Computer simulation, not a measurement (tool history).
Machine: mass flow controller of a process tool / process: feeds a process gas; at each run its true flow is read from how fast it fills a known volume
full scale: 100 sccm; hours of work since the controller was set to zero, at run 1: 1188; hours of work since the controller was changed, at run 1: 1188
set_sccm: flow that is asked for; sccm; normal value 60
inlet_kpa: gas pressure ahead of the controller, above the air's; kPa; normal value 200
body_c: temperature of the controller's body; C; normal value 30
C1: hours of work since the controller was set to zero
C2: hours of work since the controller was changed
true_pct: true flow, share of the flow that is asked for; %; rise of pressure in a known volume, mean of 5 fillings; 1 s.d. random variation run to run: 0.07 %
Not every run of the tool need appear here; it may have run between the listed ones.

run 1 hour=0 | set_sccm=60 inlet_kpa=200 body_c=30 | C1=1188 C2=1188 | true_pct=98.6
run 2 hour=62.3 | set_sccm=60 inlet_kpa=200 body_c=21 | C1=1231 C2=1231 | true_pct=99.67
run 3 hour=130.6 | set_sccm=60 inlet_kpa=200 body_c=21 | C1=1278 C2=1278 | true_pct=99.63
run 4 hour=184.3 | set_sccm=60 inlet_kpa=200 body_c=21 | C1=1315 C2=1315 | true_pct=99.64
run 5 hour=250.8 | set_sccm=20 inlet_kpa=200 body_c=21 | C1=1361 C2=1361 | true_pct=98.38
run 6 hour=318.2 | set_sccm=20 inlet_kpa=200 body_c=21 | C1=1408 C2=1408 | true_pct=98.38
run 7 hour=374.6 | set_sccm=20 inlet_kpa=200 body_c=21 | C1=1447 C2=1447 | true_pct=98.37
run 8 hour=456.8 | set_sccm=60 inlet_kpa=200 body_c=30 | C1=1503 C2=1503 | true_pct=98.77
run 9 hour=504.5 | set_sccm=60 inlet_kpa=200 body_c=30 | C1=1536 C2=1536 | true_pct=98.71
run 10 hour=590.4 | set_sccm=19 inlet_kpa=202 body_c=22 | C1=1595 C2=1595 | true_pct=98.06
run 11 hour=653.2 | set_sccm=19 inlet_kpa=165 body_c=37 | C1=1639 C2=1639 | true_pct=96.85
run 12 hour=704.7 | set_sccm=19 inlet_kpa=227 body_c=32 | C1=1674 C2=1674 | true_pct=96.92
run 13 hour=753.9 | set_sccm=19 inlet_kpa=156 body_c=32 | C1=1708 C2=1708 | true_pct=97.29
run 14 hour=825 | set_sccm=20 inlet_kpa=274 body_c=28 | C1=1757 C2=1757 | true_pct=97.13
run 15 hour=912.3 | set_sccm=20 inlet_kpa=176 body_c=28 | C1=1817 C2=1817 | true_pct=97.83
run 16 hour=956.2 | set_sccm=21 inlet_kpa=146 body_c=27 | C1=1848 C2=1848 | true_pct=98.09
run 17 hour=1008.9 | set_sccm=27 inlet_kpa=180 body_c=27 | C1=1884 C2=1884 | true_pct=98.26

Predict each of these 5 candidate next runs independently; none follows another, all start after run 17:
run A hour=1064.5 | set_sccm=27 inlet_kpa=189 body_c=25 | C1=1922 C2=1922 | true_pct=?
run B hour=1064.5 | set_sccm=66 inlet_kpa=180 body_c=21 | C1=1922 C2=1922 | true_pct=?
run C hour=1064.5 | set_sccm=60 inlet_kpa=200 body_c=28 | C1=1922 C2=1922 | true_pct=?
run D hour=1064.5 | set_sccm=20 inlet_kpa=279 body_c=30 | C1=1922 C2=1922 | true_pct=?
run E hour=1064.5 | set_sccm=14 inlet_kpa=194 body_c=30 | C1=1922 C2=1922 | true_pct=?

run=A true_pct=98.4
run=B true_pct=100.07
run=C true_pct=98.93
run=D true_pct=96.83
run=E true_pct=96.78
What these runs would have given with no unlogged condition in the tool:
run=A true_pct=98.54
run=B true_pct=99.82
run=C true_pct=98.71
run=D true_pct=97.21
run=E true_pct=97.55

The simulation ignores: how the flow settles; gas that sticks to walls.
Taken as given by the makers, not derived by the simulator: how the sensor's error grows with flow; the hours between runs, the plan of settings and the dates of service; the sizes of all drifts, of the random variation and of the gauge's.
